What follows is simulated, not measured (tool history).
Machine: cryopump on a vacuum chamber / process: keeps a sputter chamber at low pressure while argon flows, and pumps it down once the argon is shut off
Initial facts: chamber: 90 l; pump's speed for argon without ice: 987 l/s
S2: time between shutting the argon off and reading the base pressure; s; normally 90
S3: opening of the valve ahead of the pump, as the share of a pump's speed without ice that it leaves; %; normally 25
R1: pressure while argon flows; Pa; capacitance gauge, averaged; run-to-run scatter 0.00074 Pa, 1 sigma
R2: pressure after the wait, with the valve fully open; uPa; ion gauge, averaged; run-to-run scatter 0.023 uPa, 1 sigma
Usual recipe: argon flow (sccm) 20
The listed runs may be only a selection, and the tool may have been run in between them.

Run 1, hour 0: usual settings. Result: R1 0.1412 Pa, R2 1.44 uPa.
Run 2, hour 25.4: usual settings but S2 24 s. Result: R1 0.1419 Pa, R2 2.92 uPa.
Run 3, hour 59.5: usual settings but S3 42 %. Result: R1 0.0868 Pa, R2 1.47 uPa.
Run 4, hour 99.7: usual settings. Result: R1 0.1438 Pa, R2 1.51 uPa.
Run 5, hour 125.1: usual settings but S3 37 %. Result: R1 0.0989 Pa, R2 1.54 uPa.
Run 6, hour 158.8: usual settings but S3 37 %. Result: R1 0.1005 Pa, R2 1.63 uPa.
Run 7, hour 178.6: usual settings but S3 37 %. Result: R1 0.0989 Pa, R2 1.65 uPa.
At hour 222.6: leaking fittings of the chamber tightened, without venting.
Run 8, hour 222.7: usual settings but S3 37 %. Result: R1 0.1014 Pa, R2 0.88 uPa.
Run 9, hour 245: usual settings but S3 37 %. Result: R1 0.1032 Pa, R2 0.95 uPa.
Run 10, hour 273.5: usual settings. Result: R1 0.1482 Pa, R2 0.93 uPa.
Run 11, hour 314.9: usual settings but S2 42 s. Result: R1 0.1488 Pa, R2 1.56 uPa.
Run 12, hour 358.2: usual settings but S2 42 s. Result: R1 0.1499 Pa, R2 1.59 uPa.
Run 13, hour 391.3: usual settings but S2 42 s, S3 58 %. Result: R1 0.0729 Pa, R2 1.59 uPa.
Run 14, hour 417.2: usual settings but S2 42 s, S3 58 %. Result: R1 0.0742 Pa, R2 1.66 uPa.
At hour 447.8: pump warmed up, emptied and cooled again.
Run 15, hour 449.8: usual settings but S2 42 s, S3 58 %. Result: R1 0.0599 Pa, R2 1.41 uPa.
Run 16, hour 488.5: usual settings but S2 42 s, S3 58 %. Result: R1 0.0613 Pa, R2 1.53 uPa.
Run 17, hour 528.6: usual settings. Result: R1 0.1387 Pa, R2 0.89 uPa.
Run 18, hour 556.9: usual settings but S3 33 %. Result: R1 0.1068 Pa, R2 0.95 uPa.
Run 19, hour 590.6: usual settings but S3 33 %. Result: R1 0.1072 Pa, R2 1.01 uPa.
Run 20, hour 635.8: usual settings but S3 30 %. Result: R1 0.12 Pa, R2 0.99 uPa.
Run 21, hour 662.5: usual settings but argon flow (sccm) 35, S2 80 s, S3 39 %. Result: R1 0.1621 Pa, R2 1.1 uPa.
Run 22, hour 681.3: usual settings but argon flow (sccm) 37, S2 30 s, S3 52 %. Result: R1 0.1317 Pa, R2 2.01 uPa.
Run 23, hour 707.4: usual settings but argon flow (sccm) 13, S2 30 s, S3 18 %. Result: R1 0.1263 Pa, R2 2.08 uPa.
Run 24, hour 737: usual settings but argon flow (sccm) 10, S2 30 s, S3 18 %. Result: R1 0.0974 Pa, R2 2.06 uPa.
Run 25, hour 780.9: usual settings but argon flow (sccm) 11, S2 126 s. Result: R1 0.0794 Pa, R2 0.94 uPa.
Run 26, hour 800.5: usual settings but argon flow (sccm) 13, S3 15 %. Result: R1 0.154 Pa, R2 1.13 uPa.
Run 27, hour 829.7: usual settings but S2 35 s, S3 17 %. Result: R1 0.2116 Pa, R2 1.96 uPa.
Run 28, hour 873.5: usual settings but S2 52 s, S3 55 %. Result: R1 0.0729 Pa, R2 1.5 uPa.
Run 29, hour 914: usual settings but S2 52 s, S3 55 %. Result: R1 0.0748 Pa, R2 1.57 uPa.
Run 30, hour 950.7: usual settings but S2 52 s, S3 55 %. Result: R1 0.0743 Pa, R2 1.61 uPa.
Run 31, hour 982.5: usual settings but S2 52 s, S3 55 %. Result: R1 0.0769 Pa, R2 1.62 uPa.
Run 32, hour 1023.5: usual settings but S2 52 s, S3 40 %. Result: R1 0.1008 Pa, R2 1.68 uPa.
At hour 1058.4: pump warmed up, emptied and cooled again.
Run 33, hour 1066: usual settings but S2 52 s, S3 49 %. Result: R1 0.0709 Pa, R2 1.46 uPa.
Run 34, hour 1107.9: usual settings but argon flow (sccm) 13, S2 46 s, S3 57 %. Result: R1 0.0408 Pa, R2 1.56 uPa.
Run 35, hour 1144.8: usual settings but argon flow (sccm) 32, S2 165 s, S3 34 %. Result: R1 0.1664 Pa, R2 0.9 uPa.

Predict each of these 3 candidate next runs independently; none follows another, all start after run 35:
Run A, hour 1177.3: usual settings but argon flow (sccm) 24, S2 56 s. Result: R1 ?, R2 ?.
Run B, hour 1177.3: usual settings but argon flow (sccm) 25, S3 46 %. Result: R1 ?, R2 ?.
Run C, hour 1177.3: usual settings but argon flow (sccm) 32, S2 165 s, S3 29 %. Result: R1 ?, R2 ?.

run      R1    R2
  A  0.1676  1.47
  B  0.0976  1.16
  C  0.1956   0.9
Take away the tool's hidden state, keep each run's random variation, and the runs would have read:
run      R1    R2
  A  0.1635  1.12
  B  0.0933  0.82
  C  0.1901  0.55
